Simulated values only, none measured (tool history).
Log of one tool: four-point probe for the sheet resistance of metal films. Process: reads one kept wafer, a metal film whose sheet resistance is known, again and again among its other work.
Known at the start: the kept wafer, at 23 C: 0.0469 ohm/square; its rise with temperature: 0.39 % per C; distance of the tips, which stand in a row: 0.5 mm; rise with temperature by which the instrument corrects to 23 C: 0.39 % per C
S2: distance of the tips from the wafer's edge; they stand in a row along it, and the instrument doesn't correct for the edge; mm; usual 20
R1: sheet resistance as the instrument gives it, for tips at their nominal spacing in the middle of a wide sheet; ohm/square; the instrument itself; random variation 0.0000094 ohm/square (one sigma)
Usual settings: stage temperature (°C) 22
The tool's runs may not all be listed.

{"run": 1, "day": 0.0, "stage temperature (°C)": 22, "S2": 20, "R1": 0.046984}
{"run": 2, "day": 1.408, "stage temperature (°C)": 22, "S2": 20, "R1": 0.046972}
{"run": 3, "day": 4.375, "stage temperature (°C)": 22, "S2": 20, "R1": 0.046983}
{"run": 4, "day": 6.742, "stage temperature (°C)": 22, "S2": 20, "R1": 0.047009}
{"run": 5, "day": 8.454, "stage temperature (°C)": 22, "S2": 20, "R1": 0.047}
{"run": 6, "day": 10.396, "stage temperature (°C)": 22, "S2": 20, "R1": 0.047}
{"run": 7, "day": 12.604, "stage temperature (°C)": 22, "S2": 20, "R1": 0.046992}
{"run": 8, "day": 14.304, "stage temperature (°C)": 22, "S2": 20, "R1": 0.046999}
{"run": 9, "day": 15.667, "stage temperature (°C)": 22, "S2": 20, "R1": 0.047007}
{"run": 10, "day": 17.308, "stage temperature (°C)": 25, "S2": 20, "R1": 0.046992}
{"run": 11, "day": 19.85, "stage temperature (°C)": 25, "S2": 20, "R1": 0.047021}
{"run": 12, "day": 21.612, "stage temperature (°C)": 25, "S2": 47, "R1": 0.047021}

The next listed run, before its measurement:
{"run": 13, "day": 24.296, "stage temperature (°C)": 22, "S2": 41, "R1": "?"}

{"run 13": {"R1": 0.047016}}
Without the tool's hidden state the same run would have given R1 0.046904 ohm/square.

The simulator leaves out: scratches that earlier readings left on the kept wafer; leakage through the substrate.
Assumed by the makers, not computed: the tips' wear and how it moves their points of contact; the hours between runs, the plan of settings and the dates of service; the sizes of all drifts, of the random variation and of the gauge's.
